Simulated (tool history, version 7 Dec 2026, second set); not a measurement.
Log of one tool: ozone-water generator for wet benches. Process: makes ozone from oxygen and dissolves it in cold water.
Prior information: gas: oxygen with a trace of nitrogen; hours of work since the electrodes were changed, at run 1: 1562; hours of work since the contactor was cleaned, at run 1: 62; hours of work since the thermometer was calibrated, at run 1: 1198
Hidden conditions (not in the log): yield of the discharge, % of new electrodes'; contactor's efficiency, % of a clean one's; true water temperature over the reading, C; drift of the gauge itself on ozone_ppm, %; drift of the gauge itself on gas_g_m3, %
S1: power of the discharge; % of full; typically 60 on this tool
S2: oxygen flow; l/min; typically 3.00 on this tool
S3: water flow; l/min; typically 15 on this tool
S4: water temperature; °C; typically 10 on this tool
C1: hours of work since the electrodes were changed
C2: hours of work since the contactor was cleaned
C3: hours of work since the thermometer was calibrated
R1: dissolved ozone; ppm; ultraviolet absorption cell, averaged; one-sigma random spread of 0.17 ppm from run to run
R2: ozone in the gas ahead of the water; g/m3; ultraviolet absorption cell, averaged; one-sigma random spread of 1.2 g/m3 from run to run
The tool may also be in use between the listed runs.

run 1 day=0.000 | S1=60 S2=3.00 S3=15 S4=10 | C1=1562 C2=62 C3=1198 | R1=22.4 R2=214.1
run 2 day=4.538 | S1=60 S2=3.00 S3=15 S4=10 | C1=1658 C2=158 C3=1294 | R1=22.4 R2=214.3
run 3 day=6.933 | S1=60 S2=3.00 S3=15 S4=10 | C1=1708 C2=209 C3=1345 | R1=22.6 R2=215.2
run 4 day=12.450 | S1=60 S2=3.00 S3=15 S4=10 | C1=1825 C2=326 C3=1461 | R1=22.5 R2=213.3
run 5 day=15.350 | S1=60 S2=3.00 S3=15 S4=10 | C1=1887 C2=387 C3=1523 | R1=22.2 R2=212.9
run 6 day=18.192 | S1=44 S2=3.00 S3=15 S4=10 | C1=1947 C2=447 C3=1583 | R1=17.3 R2=163.7
run 7 day=20.758 | S1=78 S2=3.00 S3=15 S4=10 | C1=2001 C2=502 C3=1637 | R1=27.5 R2=264.1
run 8 day=24.271 | S1=78 S2=3.00 S3=15 S4=10 | C1=2076 C2=576 C3=1712 | R1=27.4 R2=263.6
run 9 day=27.754 | S1=60 S2=3.00 S3=15 S4=10 | C1=2149 C2=650 C3=1786 | R1=22.1 R2=212.8
run 10 day=30.558 | S1=60 S2=3.00 S3=15 S4=10 | C1=2209 C2=709 C3=1845 | R1=22.4 R2=211.2
run 11 day=34.154 | S1=60 S2=3.00 S3=10 S4=10 | C1=2285 C2=785 C3=1921 | R1=31.6 R2=213.0
run 12 day=39.579 | S1=60 S2=3.00 S3=10 S4=10 | C1=2400 C2=900 C3=2036 | R1=32.0 R2=211.4
run 13 day=45.233 | S1=60 S2=3.00 S3=10 S4=10 | C1=2520 C2=1020 C3=2156 | R1=31.8 R2=210.7
run 14 day=48.762 | S1=45 S2=4.94 S3=15 S4=12 | C1=2594 C2=1095 C3=2231 | R1=18.1 R2=131.2
run 15 day=52.212 | S1=45 S2=4.94 S3=15 S4=12 | C1=2668 C2=1168 C3=2304 | R1=17.9 R2=132.0
run 16 day=54.550 | S1=60 S2=3.00 S3=19 S4=7 | C1=2717 C2=1217 C3=2353 | R1=17.8 R2=210.9
run 17 day=58.012 | S1=51 S2=4.10 S3=10 S4=13 | C1=2790 C2=1291 C3=2427 | R1=26.5 R2=156.2
run 18 day=61.467 | S1=51 S2=4.10 S3=10 S4=13 | C1=2864 C2=1364 C3=2500 | R1=26.7 R2=157.0
run 19 day=64.554 | S1=51 S2=4.10 S3=10 S4=13 | C1=2929 C2=1429 C3=2565 | R1=26.7 R2=159.7
run 20 day=70.029 | S1=45 S2=3.07 S3=15 S4=10 | C1=3045 C2=1545 C3=2681 | R1=17.0 R2=162.3
run 21 day=75.688 | S1=60 S2=2.45 S3=15 S4=12 | C1=3165 C2=1665 C3=2801 | R1=20.3 R2=228.1
run 22 day=81.325 | S1=60 S2=3.95 S3=15 S4=11 | C1=3284 C2=1785 C3=2920 | R1=22.0 R2=184.1
run 23 day=85.488 | S1=60 S2=2.81 S3=9 S4=7 | C1=3372 C2=1873 C3=3009 | R1=34.9 R2=213.9
run 24 day=90.438 | S1=60 S2=3.48 S3=15 S4=12 | C1=3477 C2=1978 C3=3113 | R1=21.4 R2=192.2
run 25 day=94.642 | S1=60 S2=3.48 S3=15 S4=12 | C1=3566 C2=2067 C3=3203 | R1=21.5 R2=192.7

Here are 3 independent what-if runs from the current tool condition. What would each one return?
run A day=98.029 | S1=60 S2=2.12 S3=11 S4=9 | C1=3638 C2=2138 C3=3274 | R1=? R2=?
run B day=98.029 | S1=92 S2=5.06 S3=20 S4=12 | C1=3638 C2=2138 C3=3274 | R1=? R2=?
run C day=98.029 | S1=60 S2=3.00 S3=15 S4=12 | C1=3638 C2=2138 C3=3274 | R1=? R2=?

run=A R1=27.2 R2=245.6
run=B R1=24.1 R2=227.9
run=C R1=21.2 R2=207.0
With no hidden state in the tool, these same runs would have given:
run=A R1=29.7 R2=263.9
run=B R1=27.3 R2=252.3
run=C R1=23.2 R2=222.5

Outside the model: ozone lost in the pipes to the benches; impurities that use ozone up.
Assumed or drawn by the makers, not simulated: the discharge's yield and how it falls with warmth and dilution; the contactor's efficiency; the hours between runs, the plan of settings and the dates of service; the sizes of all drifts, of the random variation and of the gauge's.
